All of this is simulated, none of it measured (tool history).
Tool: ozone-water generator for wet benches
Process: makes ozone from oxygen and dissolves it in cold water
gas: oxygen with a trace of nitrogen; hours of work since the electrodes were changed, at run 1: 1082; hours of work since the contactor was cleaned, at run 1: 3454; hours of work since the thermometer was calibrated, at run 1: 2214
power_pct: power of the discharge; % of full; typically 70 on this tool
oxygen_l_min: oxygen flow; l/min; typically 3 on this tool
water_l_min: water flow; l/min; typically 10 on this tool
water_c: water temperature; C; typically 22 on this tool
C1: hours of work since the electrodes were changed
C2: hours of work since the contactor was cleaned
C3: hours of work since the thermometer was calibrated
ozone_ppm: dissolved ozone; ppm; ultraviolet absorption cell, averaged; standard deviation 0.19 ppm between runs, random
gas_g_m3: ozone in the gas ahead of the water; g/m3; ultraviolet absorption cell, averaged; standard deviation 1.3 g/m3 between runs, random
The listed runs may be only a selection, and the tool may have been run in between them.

Run 1, hour 0: usual settings; C1 1082; C2 3454; C3 2214. Result: ozone_ppm 26.7 ppm, gas_g_m3 242.8 g/m3.
Run 2, hour 22.6: usual settings; C1 1102; C2 3473; C3 2233. Result: ozone_ppm 26.7 ppm, gas_g_m3 244.2 g/m3.
Run 3, hour 41.1: usual settings; C1 1117; C2 3489; C3 2249. Result: ozone_ppm 26.6 ppm, gas_g_m3 244.8 g/m3.
Run 4, hour 77.1: usual settings but water_c 16 C; C1 1148; C2 3519; C3 2279. Result: ozone_ppm 29.1 ppm, gas_g_m3 245.1 g/m3.
Run 5, hour 102.1: usual settings but water_c 16 C; C1 1169; C2 3540; C3 2301. Result: ozone_ppm 29.7 ppm, gas_g_m3 246.1 g/m3.
Run 6, hour 129.6: usual settings; C1 1192; C2 3564; C3 2324. Result: ozone_ppm 26.7 ppm, gas_g_m3 246.1 g/m3.
Run 7, hour 170.6: usual settings but power_pct 87 % of full; C1 1227; C2 3598; C3 2358. Result: ozone_ppm 30.1 ppm, gas_g_m3 278.2 g/m3.
Run 8, hour 209.9: usual settings but power_pct 87 % of full, water_c 30 C; C1 1260; C2 3631; C3 2392. Result: ozone_ppm 26 ppm, gas_g_m3 279.1 g/m3.
Run 9, hour 230.1: usual settings but power_pct 81 % of full, water_c 30 C; C1 1277; C2 3648; C3 2409. Result: ozone_ppm 25.1 ppm, gas_g_m3 264.1 g/m3.
Run 10, hour 254.1: usual settings but oxygen_l_min 2.04 l/min; C1 1297; C2 3669; C3 2429. Result: ozone_ppm 25.6 ppm, gas_g_m3 291.5 g/m3.
Run 11, hour 278.2: usual settings but oxygen_l_min 2.04 l/min; C1 1318; C2 3689; C3 2449. Result: ozone_ppm 25.7 ppm, gas_g_m3 293 g/m3.
Run 12, hour 303.7: usual settings but oxygen_l_min 4.21 l/min; C1 1339; C2 3711; C3 2471. Result: ozone_ppm 26.8 ppm, gas_g_m3 213.6 g/m3.
Run 13, hour 331.6: usual settings but oxygen_l_min 4.21 l/min, water_c 30 C; C1 1363; C2 3734; C3 2495. Result: ozone_ppm 22.6 ppm, gas_g_m3 214.7 g/m3.
Run 14, hour 354.5: usual settings but oxygen_l_min 4.21 l/min, water_c 30 C; C1 1382; C2 3754; C3 2514. Result: ozone_ppm 22.1 ppm, gas_g_m3 214.3 g/m3.
Run 15, hour 378.9: usual settings but oxygen_l_min 4.21 l/min, water_c 30 C; C1 1403; C2 3774; C3 2535. Result: ozone_ppm 22.6 ppm, gas_g_m3 214.5 g/m3.
Run 16, hour 408.4: usual settings but oxygen_l_min 4.21 l/min, water_c 30 C; C1 1428; C2 3799; C3 2559. Result: ozone_ppm 22.6 ppm, gas_g_m3 212.5 g/m3.
Run 17, hour 438.8: usual settings but power_pct 46 % of full, oxygen_l_min 2.53 l/min, water_l_min 13 l/min, water_c 20 C; C1 1453; C2 3825; C3 2585. Result: ozone_ppm 17.7 ppm, gas_g_m3 219.2 g/m3.
Run 18, hour 465.6: usual settings but water_c 14 C; C1 1476; C2 3848; C3 2608. Result: ozone_ppm 30.3 ppm, gas_g_m3 247.9 g/m3.
Run 19, hour 484.1: usual settings but water_c 25 C; C1 1492; C2 3863; C3 2623. Result: ozone_ppm 25.4 ppm, gas_g_m3 249.2 g/m3.
Run 20, hour 521.2: usual settings but water_c 25 C; C1 1523; C2 3895; C3 2655. Result: ozone_ppm 25.4 ppm, gas_g_m3 248.8 g/m3.
Run 21, hour 550.8: usual settings but power_pct 43 % of full, oxygen_l_min 3.14 l/min, water_l_min 13 l/min; C1 1548; C2 3920; C3 2680. Result: ozone_ppm 17.4 ppm, gas_g_m3 191.1 g/m3.
At hour 571.4: gauge calibrated.
Run 22, hour 587.9: usual settings but power_pct 43 % of full, oxygen_l_min 3.14 l/min, water_l_min 9 l/min, water_c 15 C; C1 1580; C2 3951; C3 2711. Result: ozone_ppm 24.9 ppm, gas_g_m3 186.4 g/m3.
Run 23, hour 611.3: usual settings; C1 1599; C2 3971; C3 2731. Result: ozone_ppm 26.7 ppm, gas_g_m3 245.4 g/m3.
Run 24, hour 631.4: usual settings but power_pct 48 % of full, water_l_min 14 l/min, water_c 25 C; C1 1616; C2 3988; C3 2748. Result: ozone_ppm 16.5 ppm, gas_g_m3 200.5 g/m3.
Run 25, hour 665.7: usual settings but oxygen_l_min 2.38 l/min; C1 1645; C2 4017; C3 2777. Result: ozone_ppm 25.9 ppm, gas_g_m3 268.9 g/m3.
Run 26, hour 684.5: usual settings but power_pct 44 % of full, oxygen_l_min 1.51 l/min, water_l_min 8 l/min, water_c 28 C; C1 1661; C2 4033; C3 2793. Result: ozone_ppm 21.4 ppm, gas_g_m3 262.7 g/m3.
Run 27, hour 714.8: usual settings but power_pct 44 % of full, oxygen_l_min 1.51 l/min, water_l_min 6 l/min, water_c 28 C; C1 1687; C2 4058; C3 2819. Result: ozone_ppm 25.4 ppm, gas_g_m3 262.9 g/m3.
Run 28, hour 753.9: usual settings but power_pct 42 % of full, oxygen_l_min 5.21 l/min; C1 1720; C2 4091; C3 2852. Result: ozone_ppm 20 ppm, gas_g_m3 148.9 g/m3.
Run 29, hour 777.4: usual settings but water_c 21 C; C1 1740; C2 4111; C3 2872. Result: ozone_ppm 27.2 ppm, gas_g_m3 244.2 g/m3.

Below are 3 alternative next runs, each starting from the tool's condition after run 29. Predict each:
Run A, hour 811.7: usual settings but power_pct 80 % of full, oxygen_l_min 4.89 l/min, water_c 14 C; C1 1769; C2 4140; C3 2901. Result: ozone_ppm ?, gas_g_m3 ?.
Run B, hour 811.7: usual settings but power_pct 64 % of full, water_c 25 C; C1 1769; C2 4140; C3 2901. Result: ozone_ppm ?, gas_g_m3 ?.
Run C, hour 811.7: usual settings but water_l_min 8 l/min, water_c 21 C; C1 1769; C2 4140; C3 2901. Result: ozone_ppm ?, gas_g_m3 ?.

run  ozone_ppm  gas_g_m3
  A       33.2     212.4
  B         24     236.8
  C       31.3     248.1
With the hidden condition removed and each run's random variation left untouched, the same runs would have given:
run  ozone_ppm  gas_g_m3
  A       33.2       210
  B       24.1     234.1
  C       31.3     245.3
